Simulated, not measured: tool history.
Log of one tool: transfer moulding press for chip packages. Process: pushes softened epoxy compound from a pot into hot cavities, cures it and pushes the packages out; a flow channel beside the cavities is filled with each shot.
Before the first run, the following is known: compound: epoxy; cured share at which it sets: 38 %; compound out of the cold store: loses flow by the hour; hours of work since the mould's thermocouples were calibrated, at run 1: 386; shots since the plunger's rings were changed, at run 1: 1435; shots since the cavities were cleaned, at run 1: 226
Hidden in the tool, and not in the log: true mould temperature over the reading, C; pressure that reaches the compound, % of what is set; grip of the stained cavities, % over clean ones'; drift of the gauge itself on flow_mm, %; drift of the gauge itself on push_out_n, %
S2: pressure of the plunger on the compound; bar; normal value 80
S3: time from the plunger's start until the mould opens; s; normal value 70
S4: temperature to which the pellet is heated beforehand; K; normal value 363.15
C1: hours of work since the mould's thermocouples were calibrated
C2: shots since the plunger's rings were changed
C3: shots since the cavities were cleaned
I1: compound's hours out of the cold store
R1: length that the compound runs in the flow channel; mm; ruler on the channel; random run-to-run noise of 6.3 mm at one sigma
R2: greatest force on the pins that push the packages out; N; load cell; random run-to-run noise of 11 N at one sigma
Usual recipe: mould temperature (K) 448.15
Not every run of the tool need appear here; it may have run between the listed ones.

run 1 day=0 | mould_temperature_(K)=448.15 S2=80 S3=70 S4=363.15 | C1=386 C2=1435 C3=226 | I1=43.9 | R1=682 R2=485
run 2 day=1.621 | mould_temperature_(K)=448.15 S2=80 S3=103 S4=363.15 | C1=402 C2=1853 C3=644 | I1=24.7 | R1=688 R2=420
run 3 day=2.579 | mould_temperature_(K)=448.15 S2=80 S3=103 S4=363.15 | C1=412 C2=2100 C3=891 | I1=18.7 | R1=717 R2=415
-- day=3.104 cavities cleaned with cleaning compound and waxed
run 4 day=4.254 | mould_temperature_(K)=448.15 S2=80 S3=103 S4=363.15 | C1=428 C2=2516 C3=297 | I1=42.5 | R1=673 R2=409
run 5 day=5.35 | mould_temperature_(K)=446.15 S2=80 S3=70 S4=363.15 | C1=439 C2=2798 C3=579 | I1=21.7 | R1=714 R2=548
-- day=7.079 cavities cleaned with cleaning compound and waxed
-- day=7.292 plunger's sealing rings changed
run 6 day=7.483 | mould_temperature_(K)=446.15 S2=80 S3=70 S4=363.15 | C1=459 C2=49 C3=78 | I1=24.4 | R1=704 R2=548
run 7 day=8.662 | mould_temperature_(K)=446.15 S2=80 S3=70 S4=363.15 | C1=471 C2=353 C3=382 | I1=42.4 | R1=680 R2=526
run 8 day=9.646 | mould_temperature_(K)=446.15 S2=80 S3=70 S4=363.15 | C1=481 C2=607 C3=636 | I1=16.6 | R1=719 R2=557
run 9 day=10.925 | mould_temperature_(K)=446.15 S2=80 S3=70 S4=363.15 | C1=494 C2=936 C3=965 | I1=32.7 | R1=690 R2=525
-- day=11.138 cavities cleaned with cleaning compound and waxed
run 10 day=12.042 | mould_temperature_(K)=448.15 S2=80 S3=70 S4=358.15 | C1=504 C2=1208 C3=233 | I1=30.2 | R1=696 R2=490
run 11 day=12.888 | mould_temperature_(K)=448.15 S2=80 S3=70 S4=363.15 | C1=513 C2=1427 C3=452 | I1=8.1 | R1=726 R2=482
run 12 day=13.846 | mould_temperature_(K)=448.15 S2=80 S3=70 S4=363.15 | C1=523 C2=1673 C3=698 | I1=8.6 | R1=734 R2=490
-- day=14.975 cavities cleaned with cleaning compound and waxed
run 13 day=15.258 | mould_temperature_(K)=448.15 S2=80 S3=70 S4=363.15 | C1=536 C2=2021 C3=73 | I1=23.4 | R1=709 R2=492
run 14 day=17.3 | mould_temperature_(K)=448.15 S2=80 S3=70 S4=363.15 | C1=557 C2=2548 C3=600 | I1=19.1 | R1=718 R2=503
run 15 day=18.658 | mould_temperature_(K)=448.15 S2=91.8 S3=71 S4=363.15 | C1=570 C2=2898 C3=950 | I1=37.6 | R1=733 R2=479
-- day=18.912 cavities cleaned with cleaning compound and waxed
-- day=20.283 plunger's sealing rings changed
run 16 day=20.592 | mould_temperature_(K)=448.15 S2=80 S3=51 S4=363.15 | C1=588 C2=79 C3=406 | I1=16.3 | R1=723 R2=1063
run 17 day=21.542 | mould_temperature_(K)=448.15 S2=80 S3=60 S4=356.15 | C1=598 C2=324 C3=651 | I1=44.4 | R1=667 R2=684
run 18 day=22.6 | mould_temperature_(K)=455.15 S2=77.6 S3=70 S4=356.15 | C1=608 C2=597 C3=924 | I1=38 | R1=659 R2=423
-- day=22.846 cavities cleaned with cleaning compound and waxed
run 19 day=23.562 | mould_temperature_(K)=446.15 S2=90.3 S3=70 S4=362.15 | C1=617 C2=829 C3=185 | I1=41.7 | R1=708 R2=538
run 20 day=25.217 | mould_temperature_(K)=446.15 S2=90.3 S3=70 S4=362.15 | C1=634 C2=1255 C3=611 | I1=36.5 | R1=727 R2=533
run 21 day=26.217 | mould_temperature_(K)=446.15 S2=90.3 S3=70 S4=362.15 | C1=644 C2=1513 C3=869 | I1=17.3 | R1=761 R2=531
-- day=26.683 cavities cleaned with cleaning compound and waxed
run 22 day=28.125 | mould_temperature_(K)=448.15 S2=80.9 S3=70 S4=363.15 | C1=663 C2=1989 C3=372 | I1=10.5 | R1=719 R2=496
run 23 day=30.129 | mould_temperature_(K)=448.15 S2=80.9 S3=70 S4=363.15 | C1=683 C2=2505 C3=888 | I1=38.6 | R1=677 R2=506
-- day=30.5 cavities cleaned with cleaning compound and waxed
run 24 day=31.092 | mould_temperature_(K)=448.15 S2=80.9 S3=64 S4=359.15 | C1=692 C2=2738 C3=153 | I1=32.7 | R1=694 R2=590
run 25 day=32.392 | mould_temperature_(K)=448.15 S2=80.9 S3=64 S4=359.15 | C1=705 C2=3073 C3=488 | I1=32.6 | R1=691 R2=591
-- day=33.267 plunger's sealing rings changed
-- day=33.671 mould's thermocouples calibrated
run 26 day=34.021 | mould_temperature_(K)=448.15 S2=80.9 S3=87 S4=358.15 | C1=4 C2=173 C3=859 | I1=11.9 | R1=736 R2=413
-- day=34.55 cavities cleaned with cleaning compound and waxed
run 27 day=35.717 | mould_temperature_(K)=447.15 S2=62.1 S3=72 S4=357.15 | C1=20 C2=595 C3=301 | I1=10 | R1=632 R2=519

How the hidden state differs across the entries between the runs, from the last listed run before each to the first after it:
From run 3 to run 4: cavities cleaned with cleaning compound and waxed (day 3.104)
  pressure that reaches the compound, % of what is set: 99.86 -> 99.83; grip of the stained cavities, % over clean ones': 1.1 -> 0.6
From run 5 to run 6: cavities cleaned with cleaning compound and waxed (day 7.079); plunger's sealing rings changed (day 7.292)
  pressure that reaches the compound, % of what is set: 99.81 -> 99.98; grip of the stained cavities, % over clean ones': 0.9 -> 0.2
From run 9 to run 10: cavities cleaned with cleaning compound and waxed (day 11.138)
  pressure that reaches the compound, % of what is set: 99.93 -> 99.91; grip of the stained cavities, % over clean ones': 1.2 -> 0.5
From run 12 to run 13: cavities cleaned with cleaning compound and waxed (day 14.975)
  pressure that reaches the compound, % of what is set: 99.88 -> 99.86; grip of the stained cavities, % over clean ones': 1 -> 0.2
From run 15 to run 16: cavities cleaned with cleaning compound and waxed (day 18.912); plunger's sealing rings changed (day 20.283)
  pressure that reaches the compound, % of what is set: 99.81 -> 99.99; grip of the stained cavities, % over clean ones': 1.2 -> 0.7
From run 18 to run 19: cavities cleaned with cleaning compound and waxed (day 22.846)
  pressure that reaches the compound, % of what is set: 99.95 -> 99.94; grip of the stained cavities, % over clean ones': 1.2 -> 0.4
From run 21 to run 22: cavities cleaned with cleaning compound and waxed (day 26.683)
  pressure that reaches the compound, % of what is set: 99.9 -> 99.87; grip of the stained cavities, % over clean ones': 1.2 -> 0.7
From run 23 to run 24: cavities cleaned with cleaning compound and waxed (day 30.5)
  pressure that reaches the compound, % of what is set: 99.84 -> 99.82; grip of the stained cavities, % over clean ones': 1.2 -> 0.3
From run 25 to run 26: plunger's sealing rings changed (day 33.267); mould's thermocouples calibrated (day 33.671)
  true mould temperature over the reading, C: -0.03 -> 0; pressure that reaches the compound, % of what is set: 99.8 -> 99.99; grip of the stained cavities, % over clean ones': 0.8 -> 1.1
From run 26 to run 27: cavities cleaned with cleaning compound and waxed (day 34.55)
  pressure that reaches the compound, % of what is set: 99.99 -> 99.96; grip of the stained cavities, % over clean ones': 1.1 -> 0.6
